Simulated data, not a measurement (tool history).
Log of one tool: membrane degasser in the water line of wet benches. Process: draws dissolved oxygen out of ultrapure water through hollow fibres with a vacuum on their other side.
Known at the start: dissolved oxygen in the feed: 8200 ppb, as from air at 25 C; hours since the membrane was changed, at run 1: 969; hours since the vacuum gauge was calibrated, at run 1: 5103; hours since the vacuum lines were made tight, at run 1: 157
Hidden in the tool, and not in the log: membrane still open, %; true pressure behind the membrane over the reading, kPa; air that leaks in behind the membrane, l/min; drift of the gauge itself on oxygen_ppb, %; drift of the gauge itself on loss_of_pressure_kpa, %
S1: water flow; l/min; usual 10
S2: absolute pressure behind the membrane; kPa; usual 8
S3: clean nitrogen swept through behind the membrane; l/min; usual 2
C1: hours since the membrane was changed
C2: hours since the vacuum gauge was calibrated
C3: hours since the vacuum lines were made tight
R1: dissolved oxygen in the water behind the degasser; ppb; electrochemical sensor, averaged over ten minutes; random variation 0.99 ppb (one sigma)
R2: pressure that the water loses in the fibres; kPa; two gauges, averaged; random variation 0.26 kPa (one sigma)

run,hour,S1,S2,S3,C1,C2,C3,R1,R2
1,0,10,8,2,969,5103,157,97.8,69.35
2,45.8,10,8,2.07,1015,5149,203,94.6,69.74
3,113.7,10,8,1.13,1083,5217,271,141.1,68.87
4,150.5,10,8,2,1120,5254,308,95.4,69.53
5,189.9,10,8,2,1159,5293,347,98.2,69.57
6,266.8,10,8,2,1236,5370,424,96.3,69.53
7,327.8,10,8,2,1297,5431,485,96.5,68.9
8,373.5,10,8,2,1343,5477,531,98.5,69.41
9,415.4,10,8,2,1385,5519,573,97.5,69.41
10,493.6,10,8,2,1463,5597,651,99.3,69.14
# hour 498.1: vacuum gauge calibrated
11,547,10,8,2,1516,49,704,95.6,68.96
12,619.9,10,8,5,1589,122,777,63,69.21
13,655.3,10,8,5,1624,157,812,62.1,69.09
14,698.4,10,8,5,1667,200,855,61.7,70.06
15,739.6,10,8,5,1708,242,896,63,69.47
16,785.5,10,8,3.4,1754,287,942,73.5,69.29
17,854.8,9,10.36,2,1824,357,1012,105.9,63.12
18,893.7,12,5.73,2.72,1862,396,1051,90.7,83.84
19,955.5,8,8.93,2.73,1924,457,1112,60.9,55.7
20,1018,8,8.93,2.73,1987,520,1175,60.8,55.73
21,1081,11,8.75,2.73,2050,583,1238,103.8,76.68
22,1152.2,13,15.69,2.37,2121,654,1309,234.3,90.34
23,1210.3,13,15.69,2.37,2179,712,1367,239.6,90.43
24,1288.3,9,15.69,2.37,2257,790,1445,147.9,62.35
25,1358.2,10,8,1.76,2327,860,1515,104.8,69.39
26,1427.3,10,6.82,2.16,2396,929,1584,78.6,70.07
27,1470.5,16,10.35,1.95,2439,972,1627,261.1,110.96
28,1530.3,14,7.85,1.55,2499,1032,1687,190.4,97.53
29,1600,10,8,3.53,2569,1102,1757,71.4,69.54
30,1663.1,10,7.37,1.01,2632,1165,1820,137.8,69.71
31,1737.7,10,7.37,1.01,2706,1240,1895,134.9,69.45

3 ways to go on from here, each from the tool as it stands after run 31. What would each give?
A,1774,8,17.74,0.93,2743,1276,1931,?,?
B,1774,11,13.27,2.99,2743,1276,1931,?,?
C,1774,10,17.84,5.31,2743,1276,1931,?,?

run,R1,R2
A,316.2,56.18
B,142.2,76.48
C,108.5,69.15
Without the tool's hidden state the same runs would have given:
run,R1,R2
A,309.9,55.6
B,138.1,75.68
C,105.2,68.43
